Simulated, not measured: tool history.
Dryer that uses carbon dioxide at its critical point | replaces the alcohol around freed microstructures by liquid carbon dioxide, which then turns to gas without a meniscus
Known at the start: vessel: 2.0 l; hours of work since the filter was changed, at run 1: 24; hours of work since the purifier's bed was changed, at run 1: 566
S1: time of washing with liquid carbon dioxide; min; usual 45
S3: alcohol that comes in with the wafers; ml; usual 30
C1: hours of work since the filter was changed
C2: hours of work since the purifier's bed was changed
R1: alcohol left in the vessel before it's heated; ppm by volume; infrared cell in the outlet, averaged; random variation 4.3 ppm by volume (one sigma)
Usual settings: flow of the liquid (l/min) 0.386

Run 1, hour 0: usual settings; C1 24; C2 566. Result: R1 34 ppm by volume.
Run 2, hour 39.2: usual settings; C1 49; C2 591. Result: R1 39 ppm by volume.
Run 3, hour 81.2: usual settings; C1 76; C2 618. Result: R1 48 ppm by volume.
Run 4, hour 123.5: usual settings; C1 103; C2 645. Result: R1 37 ppm by volume.
Run 5, hour 140.8: usual settings; C1 114; C2 656. Result: R1 39 ppm by volume.
Run 6, hour 160.1: usual settings; C1 126; C2 669. Result: R1 48 ppm by volume.
Run 7, hour 182.1: usual settings; C1 140; C2 683. Result: R1 49 ppm by volume.
Run 8, hour 223.2: usual settings but S1 47 min; C1 166; C2 709. Result: R1 40 ppm by volume.
Run 9, hour 249.9: usual settings but S1 47 min; C1 183; C2 726. Result: R1 46 ppm by volume.
Run 10, hour 284.8: usual settings but S1 47 min; C1 206; C2 748. Result: R1 35 ppm by volume.
Run 11, hour 312.2: usual settings but S1 47 min; C1 223; C2 766. Result: R1 44 ppm by volume.
Run 12, hour 337.9: usual settings but S1 47 min; C1 240; C2 782. Result: R1 34 ppm by volume.
Run 13, hour 363.7: usual settings but S1 47 min; C1 256; C2 799. Result: R1 45 ppm by volume.
Run 14, hour 405.3: usual settings but S3 28 ml; C1 283; C2 825. Result: R1 54 ppm by volume.
Run 15, hour 438.6: usual settings but S3 28 ml; C1 304; C2 847. Result: R1 50 ppm by volume.
Run 16, hour 479.4: usual settings but S3 28 ml; C1 330; C2 873. Result: R1 49 ppm by volume.
Run 17, hour 497.1: usual settings but flow of the liquid (l/min) 0.514, S3 41 ml; C1 341; C2 884. Result: R1 43 ppm by volume.
Run 18, hour 521.5: usual settings but flow of the liquid (l/min) 0.514, S3 41 ml; C1 357; C2 900. Result: R1 35 ppm by volume.
Run 19, hour 539.7: usual settings but flow of the liquid (l/min) 0.514, S3 64 ml; C1 369; C2 911. Result: R1 42 ppm by volume.
Run 20, hour 572.1: usual settings but S1 49 min, flow of the liquid (l/min) 0.328, S3 22 ml; C1 389; C2 932. Result: R1 58 ppm by volume.
Run 21, hour 612.6: usual settings but S1 67 min, flow of the liquid (l/min) 0.394; C1 415; C2 958. Result: R1 45 ppm by volume.
Run 22, hour 631.7: usual settings but S1 67 min, flow of the liquid (l/min) 0.394; C1 427; C2 970. Result: R1 41 ppm by volume.
Run 23, hour 664.5: usual settings but S1 67 min, flow of the liquid (l/min) 0.394; C1 448; C2 991. Result: R1 42 ppm by volume.
Run 24, hour 691.4: usual settings but S1 67 min, flow of the liquid (l/min) 0.496, S3 73 ml; C1 466; C2 1008. Result: R1 45 ppm by volume.

4 ways to go on from here, each from the tool as it stands after run 24. What would each give?
Run A, hour 722.1: usual settings but S1 59 min, flow of the liquid (l/min) 0.264; C1 485; C2 1028. Result: R1 ?.
Run B, hour 722.1: usual settings but S1 50 min, flow of the liquid (l/min) 0.496, S3 73 ml; C1 485; C2 1028. Result: R1 ?.
Run C, hour 722.1: usual settings but flow of the liquid (l/min) 0.565; C1 485; C2 1028. Result: R1 ?.
Run D, hour 722.1: usual settings but S1 67 min, flow of the liquid (l/min) 0.626, S3 21 ml; C1 485; C2 1028. Result: R1 ?.

run  R1
  A  70
  B  41
  C  44
  D  45
Without the tool's hidden state the same runs would have given:
run  R1
  A  20
  B   0
  C   3
  D   5
